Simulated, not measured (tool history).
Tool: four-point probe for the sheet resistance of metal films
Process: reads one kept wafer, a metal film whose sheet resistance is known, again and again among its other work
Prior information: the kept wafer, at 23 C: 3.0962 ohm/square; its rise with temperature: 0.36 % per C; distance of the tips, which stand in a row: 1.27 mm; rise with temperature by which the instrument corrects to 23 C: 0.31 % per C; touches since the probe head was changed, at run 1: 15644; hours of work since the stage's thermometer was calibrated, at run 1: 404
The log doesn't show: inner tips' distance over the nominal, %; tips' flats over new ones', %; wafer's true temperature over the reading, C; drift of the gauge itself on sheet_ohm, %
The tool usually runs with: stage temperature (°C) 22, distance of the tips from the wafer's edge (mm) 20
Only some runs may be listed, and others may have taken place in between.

run,day,stage temperature (°C),distance of the tips from the wafer's edge (mm),touches since the probe head was changed,hours of work since the stage's thermometer was calibrated,sheet resistance as the instrument gives it (ohm/square)
1,0,22,20,15644,404,3.07486
2,0.692,22,20,16108,414,3.07435
3,1.208,22,20,16452,421,3.073719
4,1.846,22,51,16880,431,3.068908
5,2.267,31,51,17163,437,3.082302
6,2.75,31,51,17487,444,3.081852
7,3.325,31,51,17870,452,3.081621
8,4.067,22,50,18367,463,3.068152
9,4.504,22,50,18660,469,3.067692
10,4.908,22,50,18931,475,3.066833
11,5.512,22,20,19335,484,3.072597
12,5.946,19,20,19626,491,3.067928
13,6.55,19,20,20030,499,3.066815
14,7.25,19,68,20500,510,3.061536
15,7.579,22,46,20720,514,3.067007
16,8.233,24,20,21158,524,3.074916
17,8.746,24,20,21501,531,3.076817
18,9.492,22,20,22000,542,3.070699
19,10.171,22,20,22455,552,3.071128
20,10.667,22,35,22788,559,3.067207
21,11.271,22,35,23193,568,3.066963
22,11.608,22,35,23418,573,3.065995
23,12.183,22,35,23804,581,3.066595
24,12.742,24,15,24177,590,3.079848
25,13.308,21,4,24558,598,3.219038
26,13.921,25,27,24968,607,3.071213
27,14.592,25,27,25416,617,3.070949
28,15.004,24,20,25692,623,3.073237
29,15.725,24,20,26176,633,3.071234
30,16.488,24,20,26686,644,3.0721
31,16.979,19,8,27017,651,3.098448
32,17.354,19,8,27267,657,3.098791
33,17.996,19,8,27695,666,3.098001
34,18.329,22,4,27921,671,3.218655
35,19.062,19,45,28411,682,3.058019
36,19.483,25,45,28692,688,3.067366
37,19.979,35,28,29026,695,3.084411
38,20.692,31,3,29501,706,3.343447
39,21.296,22,5,29906,714,3.164342
40,22.05,22,5,30412,725,3.163463
41,22.458,24,6,30684,731,3.135287
42,23.071,24,6,31096,740,3.136105
43,23.675,29,8,31501,749,3.11205
44,24.329,26,70,31937,759,3.067141
45,25.079,28,25,32440,769,3.073346

Forecast each of these 3 alternatives for the next run:
A,25.858,22,4,32963,781,?
B,25.858,30,4,32963,781,?
C,25.858,25,17,32963,781,?

run,sheet resistance as the instrument gives it (ohm/square)
A,3.216772
B,3.228259
C,3.072989
Had the tool no hidden state, the same runs would have come out as:
run,sheet resistance as the instrument gives it (ohm/square)
A,3.254245
B,3.26581
C,3.108901
